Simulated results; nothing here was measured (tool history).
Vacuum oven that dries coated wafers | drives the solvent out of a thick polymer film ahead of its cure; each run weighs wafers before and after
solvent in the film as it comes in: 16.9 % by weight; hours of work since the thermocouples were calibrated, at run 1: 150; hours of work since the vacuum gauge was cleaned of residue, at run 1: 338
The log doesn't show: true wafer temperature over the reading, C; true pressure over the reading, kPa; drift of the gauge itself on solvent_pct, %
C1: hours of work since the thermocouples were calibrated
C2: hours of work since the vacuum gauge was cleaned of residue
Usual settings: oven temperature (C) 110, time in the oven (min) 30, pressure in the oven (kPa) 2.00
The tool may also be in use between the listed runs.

Run 1, hour 0.0: usual settings; C1 150; C2 338. Result: solvent left in the film (%) 1.48.
Run 2, hour 10.7: usual settings; C1 157; C2 346. Result: solvent left in the film (%) 1.46.
Run 3, hour 18.8: usual settings; C1 163; C2 352. Result: solvent left in the film (%) 1.46.
Run 4, hour 31.6: usual settings but pressure in the oven (kPa) 4.81; C1 172; C2 361. Result: solvent left in the film (%) 2.36.
Run 5, hour 38.8: usual settings; C1 177; C2 366. Result: solvent left in the film (%) 1.45.
Run 6, hour 46.4: usual settings; C1 183; C2 371. Result: solvent left in the film (%) 1.44.
Run 7, hour 52.8: usual settings but time in the oven (min) 31; C1 187; C2 376. Result: solvent left in the film (%) 1.40.
Run 8, hour 62.4: usual settings but time in the oven (min) 31; C1 194; C2 383. Result: solvent left in the film (%) 1.40.
Run 9, hour 70.4: usual settings but pressure in the oven (kPa) 1.29; C1 200; C2 388. Result: solvent left in the film (%) 1.20.
Run 10, hour 81.9: usual settings but time in the oven (min) 47; C1 208; C2 396. Result: solvent left in the film (%) 0.84.
Run 11, hour 89.7: usual settings but time in the oven (min) 47; C1 214; C2 402. Result: solvent left in the film (%) 0.85.
Run 12, hour 96.6: usual settings but time in the oven (min) 47; C1 218; C2 407. Result: solvent left in the film (%) 0.83.
Run 13, hour 106.4: usual settings but time in the oven (min) 47; C1 225; C2 414. Result: solvent left in the film (%) 0.87.
Run 14, hour 111.9: usual settings but time in the oven (min) 47; C1 229; C2 418. Result: solvent left in the film (%) 0.85.
Run 15, hour 119.3: usual settings but time in the oven (min) 47; C1 235; C2 423. Result: solvent left in the film (%) 0.84.
Run 16, hour 132.3: usual settings but oven temperature (C) 117, time in the oven (min) 25, pressure in the oven (kPa) 7.81; C1 244; C2 432. Result: solvent left in the film (%) 2.52.
Run 17, hour 141.4: usual settings but pressure in the oven (kPa) 1.33; C1 250; C2 439. Result: solvent left in the film (%) 1.23.
Run 18, hour 152.1: usual settings but oven temperature (C) 112, time in the oven (min) 17, pressure in the oven (kPa) 1.10; C1 258; C2 447. Result: solvent left in the film (%) 2.52.
Run 19, hour 163.5: usual settings but oven temperature (C) 111, pressure in the oven (kPa) 6.10; C1 266; C2 455. Result: solvent left in the film (%) 2.66.
Run 20, hour 174.5: usual settings but oven temperature (C) 111, pressure in the oven (kPa) 6.10; C1 274; C2 462. Result: solvent left in the film (%) 2.63.
Run 21, hour 180.0: usual settings but oven temperature (C) 99, time in the oven (min) 18; C1 278; C2 466. Result: solvent left in the film (%) 6.04.
Run 22, hour 189.4: usual settings but oven temperature (C) 99, time in the oven (min) 18; C1 285; C2 473. Result: solvent left in the film (%) 6.08.
Run 23, hour 196.8: usual settings but oven temperature (C) 99, time in the oven (min) 18; C1 290; C2 478. Result: solvent left in the film (%) 6.06.
Run 24, hour 207.5: usual settings but oven temperature (C) 116, time in the oven (min) 18, pressure in the oven (kPa) 1.51; C1 297; C2 486. Result: solvent left in the film (%) 1.65.
Run 25, hour 215.2: usual settings but oven temperature (C) 108, time in the oven (min) 51, pressure in the oven (kPa) 6.12; C1 303; C2 491. Result: solvent left in the film (%) 2.44.

Some steps in solvent left in the film (%) between neighbouring runs. How much of each would the tool show without its hidden state too (settings, what came in, random variation), and how much is left for the hidden state, with any gauge scatter that isn't in both results?
Run 20 -> 21: oven temperature (C) 111 -> 99, time in the oven (min) 30 -> 18, pressure in the oven (kPa) 6.10 -> 2.00. solvent left in the film (%) +3.41: hidden state -0.05, all else +3.46.
Run 23 -> 24: oven temperature (C) 99 -> 116, pressure in the oven (kPa) 2.00 -> 1.51. solvent left in the film (%) -4.41: hidden state +0.03, all else -4.44.
